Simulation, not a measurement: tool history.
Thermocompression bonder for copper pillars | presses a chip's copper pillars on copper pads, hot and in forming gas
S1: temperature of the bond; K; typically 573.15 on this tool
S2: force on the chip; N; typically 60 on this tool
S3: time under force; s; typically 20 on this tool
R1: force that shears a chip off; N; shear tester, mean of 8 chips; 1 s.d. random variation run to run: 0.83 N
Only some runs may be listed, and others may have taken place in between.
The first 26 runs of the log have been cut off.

run   hour      S1  S2  S3    R1
 27  583.6  591.15  60  50    92
 28  603.4  591.15  60  50  92.5
 29  631.1  591.15  60  50  90.7
 30  650.9  546.15  62  14  35.6
 31  682.4  546.15  80  14  43.6
 32  697.9  556.15  60  48  62.4
 33  717.6  556.15  66  17  45.2
 34    744  556.15  66  17  44.1
 35  768.9  573.15  55  20  52.4
 36  793.1  565.15  39  42  50.8
 37  811.1  600.15  51  42  82.2
 38  836.9  600.15  51  42  80.1
 39    868  565.15  42  22  39.7

Consider 4 possible next runs. They are alternatives, not a sequence: every one starts from the tool as it was left by run 39. What does each give?
     874.3  -- forming gas filter changed
  A  895.6  573.15  83  20   ?
     874.3  -- forming gas filter changed
  B  895.6  552.15  60  20   ?
     874.3  -- forming gas filter changed
  C  895.6  565.15  84  22   ?
     874.3  -- forming gas filter changed
  D  895.6  573.15  60  13   ?

run    R1
  A  71.3
  B  43.3
  C  66.5
  D  50.4
Take away the tool's hidden state, keep each run's random variation, and the runs would have read:
run    R1
  A  80.2
  B  50.7
  C  75.4
  D    58

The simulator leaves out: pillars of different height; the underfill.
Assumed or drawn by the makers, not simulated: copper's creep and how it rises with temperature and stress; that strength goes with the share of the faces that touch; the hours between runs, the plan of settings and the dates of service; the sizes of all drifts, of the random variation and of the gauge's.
